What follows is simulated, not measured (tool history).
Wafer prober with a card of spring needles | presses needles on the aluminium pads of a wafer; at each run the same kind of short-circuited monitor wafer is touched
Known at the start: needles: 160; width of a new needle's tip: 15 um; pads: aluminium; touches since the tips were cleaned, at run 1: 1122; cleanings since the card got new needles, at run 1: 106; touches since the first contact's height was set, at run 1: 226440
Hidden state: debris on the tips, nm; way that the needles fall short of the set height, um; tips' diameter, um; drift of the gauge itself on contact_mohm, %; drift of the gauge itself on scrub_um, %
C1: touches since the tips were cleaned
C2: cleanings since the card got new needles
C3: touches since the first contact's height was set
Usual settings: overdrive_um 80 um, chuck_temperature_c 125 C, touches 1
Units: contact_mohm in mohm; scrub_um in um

{"run": 1, "hour": 0.0, "overdrive_um": 80, "chuck_temperature_c": 125, "touches": 1, "C1": 1122, "C2": 106, "C3": 226440, "contact_mohm": 242, "scrub_um": 11.19}
{"hour": 6.6, "done": "tips cleaned on abrasive film"}
{"hour": 6.9, "done": "height of the first contact set anew"}
{"hour": 15.6, "done": "tips cleaned on abrasive film"}
{"hour": 24.3, "done": "tips cleaned on abrasive film"}
{"run": 2, "hour": 30.8, "overdrive_um": 92, "chuck_temperature_c": 125, "touches": 1, "C1": 2796, "C2": 109, "C3": 10276, "contact_mohm": 244, "scrub_um": 12.97}
{"hour": 35.2, "done": "tips cleaned on abrasive film"}
{"hour": 46.1, "done": "tips cleaned on abrasive film"}
{"hour": 54.8, "done": "tips cleaned on abrasive film"}
{"hour": 65.7, "done": "tips cleaned on abrasive film"}
{"hour": 76.6, "done": "tips cleaned on abrasive film"}
{"hour": 85.3, "done": "tips cleaned on abrasive film"}
{"hour": 94.3, "done": "tips cleaned on abrasive film"}
{"run": 3, "hour": 94.3, "overdrive_um": 92, "chuck_temperature_c": 125, "touches": 1, "C1": 0, "C2": 116, "C3": 37516, "contact_mohm": 243, "scrub_um": 12.91}
{"hour": 105.2, "done": "tips cleaned on abrasive film"}
{"hour": 113.9, "done": "tips cleaned on abrasive film"}
{"hour": 124.8, "done": "tips cleaned on abrasive film"}
{"hour": 135.7, "done": "tips cleaned on abrasive film"}
{"run": 4, "hour": 140.5, "overdrive_um": 80, "chuck_temperature_c": 125, "touches": 2, "C1": 2069, "C2": 120, "C3": 57347, "contact_mohm": 243, "scrub_um": 11.19}
{"hour": 144.9, "done": "tips cleaned on abrasive film"}
{"hour": 153.6, "done": "tips cleaned on abrasive film"}
{"hour": 162.3, "done": "tips cleaned on abrasive film"}
{"hour": 173.2, "done": "tips cleaned on abrasive film"}
{"hour": 181.9, "done": "tips cleaned on abrasive film"}
{"hour": 190.6, "done": "tips cleaned on abrasive film"}
{"run": 5, "hour": 197.8, "overdrive_um": 80, "chuck_temperature_c": 125, "touches": 2, "C1": 3111, "C2": 126, "C3": 81960, "contact_mohm": 244, "scrub_um": 11.24}
{"hour": 200.1, "done": "tips cleaned on abrasive film"}
{"hour": 211.0, "done": "tips cleaned on abrasive film"}
{"hour": 221.8, "done": "tips cleaned on abrasive film"}
{"hour": 232.7, "done": "tips cleaned on abrasive film"}
{"run": 6, "hour": 232.8, "overdrive_um": 80, "chuck_temperature_c": 125, "touches": 2, "C1": 14, "C2": 130, "C3": 96933, "contact_mohm": 243, "scrub_um": 11.27}
{"hour": 243.6, "done": "tips cleaned on abrasive film"}
{"hour": 252.3, "done": "tips cleaned on abrasive film"}
{"hour": 263.2, "done": "tips cleaned on abrasive film"}
{"hour": 274.1, "done": "tips cleaned on abrasive film"}
{"hour": 285.0, "done": "tips cleaned on abrasive film"}
{"run": 7, "hour": 291.9, "overdrive_um": 80, "chuck_temperature_c": 125, "touches": 1, "C1": 3015, "C2": 135, "C3": 122357, "contact_mohm": 244, "scrub_um": 11.21}
{"hour": 294.2, "done": "tips cleaned on abrasive film"}
{"hour": 302.9, "done": "tips cleaned on abrasive film"}
{"hour": 311.6, "done": "tips cleaned on abrasive film"}
{"hour": 322.5, "done": "tips cleaned on abrasive film"}
{"run": 8, "hour": 330.5, "overdrive_um": 80, "chuck_temperature_c": 125, "touches": 1, "C1": 3449, "C2": 139, "C3": 138894, "contact_mohm": 243, "scrub_um": 11.23}
{"hour": 332.7, "done": "tips cleaned on abrasive film"}
{"hour": 341.4, "done": "tips cleaned on abrasive film"}
{"hour": 350.2, "done": "tips cleaned on abrasive film"}
{"hour": 359.7, "done": "tips cleaned on abrasive film"}
{"run": 9, "hour": 359.7, "overdrive_um": 80, "chuck_temperature_c": 125, "touches": 1, "C1": 0, "C2": 143, "C3": 151391, "contact_mohm": 245, "scrub_um": 11.21}
{"hour": 370.6, "done": "tips cleaned on abrasive film"}
{"hour": 379.3, "done": "tips cleaned on abrasive film"}
{"hour": 388.0, "done": "tips cleaned on abrasive film"}
{"run": 10, "hour": 396.3, "overdrive_um": 80, "chuck_temperature_c": 125, "touches": 1, "C1": 3605, "C2": 146, "C3": 167149, "contact_mohm": 244, "scrub_um": 11.18}
{"hour": 398.6, "done": "tips cleaned on abrasive film"}
{"hour": 407.3, "done": "tips cleaned on abrasive film"}
{"hour": 416.0, "done": "tips cleaned on abrasive film"}
{"hour": 426.9, "done": "tips cleaned on abrasive film"}
{"hour": 436.0, "done": "tips cleaned on abrasive film"}
{"run": 11, "hour": 436.0, "overdrive_um": 72, "chuck_temperature_c": 44, "touches": 1, "C1": 0, "C2": 151, "C3": 184126, "contact_mohm": 226, "scrub_um": 10.09}
{"hour": 444.7, "done": "tips cleaned on abrasive film"}
{"hour": 453.4, "done": "tips cleaned on abrasive film"}
{"hour": 462.2, "done": "tips cleaned on abrasive film"}
{"hour": 470.9, "done": "tips cleaned on abrasive film"}
{"hour": 481.8, "done": "tips cleaned on abrasive film"}
{"hour": 492.7, "done": "tips cleaned on abrasive film"}
{"hour": 501.4, "done": "tips cleaned on abrasive film"}
{"run": 12, "hour": 502.5, "overdrive_um": 72, "chuck_temperature_c": 44, "touches": 1, "C1": 466, "C2": 158, "C3": 212641, "contact_mohm": 227, "scrub_um": 10.09}
{"hour": 511.2, "done": "tips cleaned on abrasive film"}
{"hour": 519.9, "done": "tips cleaned on abrasive film"}
{"hour": 530.8, "done": "tips cleaned on abrasive film"}
{"run": 13, "hour": 538.3, "overdrive_um": 72, "chuck_temperature_c": 44, "touches": 2, "C1": 3261, "C2": 161, "C3": 228056, "contact_mohm": 225, "scrub_um": 10.02}
{"hour": 540.6, "done": "tips cleaned on abrasive film"}
{"hour": 540.9, "done": "height of the first contact set anew"}
{"hour": 549.6, "done": "tips cleaned on abrasive film"}
{"hour": 558.3, "done": "tips cleaned on abrasive film"}
{"hour": 567.1, "done": "tips cleaned on abrasive film"}
{"hour": 577.9, "done": "tips cleaned on abrasive film"}
{"hour": 588.8, "done": "tips cleaned on abrasive film"}
{"hour": 597.6, "done": "tips cleaned on abrasive film"}
{"run": 14, "hour": 606.2, "overdrive_um": 97, "chuck_temperature_c": 44, "touches": 2, "C1": 3738, "C2": 168, "C3": 28047, "contact_mohm": 223, "scrub_um": 13.55}
{"hour": 608.4, "done": "tips cleaned on abrasive film"}
{"hour": 619.3, "done": "tips cleaned on abrasive film"}
{"hour": 630.2, "done": "tips cleaned on abrasive film"}
{"hour": 638.9, "done": "tips cleaned on abrasive film"}
{"hour": 649.8, "done": "tips cleaned on abrasive film"}
{"hour": 660.7, "done": "tips cleaned on abrasive film"}
{"run": 15, "hour": 661.3, "overdrive_um": 97, "chuck_temperature_c": 44, "touches": 2, "C1": 263, "C2": 174, "C3": 51683, "contact_mohm": 226, "scrub_um": 13.61}
{"hour": 670.0, "done": "tips cleaned on abrasive film"}
{"hour": 680.9, "done": "tips cleaned on abrasive film"}
{"hour": 689.6, "done": "tips cleaned on abrasive film"}
{"hour": 699.3, "done": "tips cleaned on abrasive film"}
{"run": 16, "hour": 699.3, "overdrive_um": 80, "chuck_temperature_c": 44, "touches": 3, "C1": 0, "C2": 178, "C3": 67974, "contact_mohm": 225, "scrub_um": 11.19}
{"hour": 708.0, "done": "tips cleaned on abrasive film"}
{"hour": 716.7, "done": "tips cleaned on abrasive film"}
{"hour": 727.6, "done": "tips cleaned on abrasive film"}
{"hour": 736.3, "done": "tips cleaned on abrasive film"}
{"hour": 747.2, "done": "tips cleaned on abrasive film"}
{"hour": 758.1, "done": "tips cleaned on abrasive film"}
{"run": 17, "hour": 764.1, "overdrive_um": 80, "chuck_temperature_c": 44, "touches": 3, "C1": 2608, "C2": 184, "C3": 95826, "contact_mohm": 227, "scrub_um": 11.32}

The same runs without the tool's hidden state, with the same run-to-run variation:
run=1 contact_mohm=242
run=2 contact_mohm=244
run=3 contact_mohm=243
run=4 contact_mohm=242
run=5 contact_mohm=243
run=6 contact_mohm=242
run=7 contact_mohm=243
run=8 contact_mohm=242
run=9 contact_mohm=243
run=10 contact_mohm=242
run=11 contact_mohm=224
run=12 contact_mohm=225
run=13 contact_mohm=222
run=14 contact_mohm=221
run=15 contact_mohm=224
run=16 contact_mohm=223
run=17 contact_mohm=224
scrub_um: within 0.03 um of the measured result in every run.

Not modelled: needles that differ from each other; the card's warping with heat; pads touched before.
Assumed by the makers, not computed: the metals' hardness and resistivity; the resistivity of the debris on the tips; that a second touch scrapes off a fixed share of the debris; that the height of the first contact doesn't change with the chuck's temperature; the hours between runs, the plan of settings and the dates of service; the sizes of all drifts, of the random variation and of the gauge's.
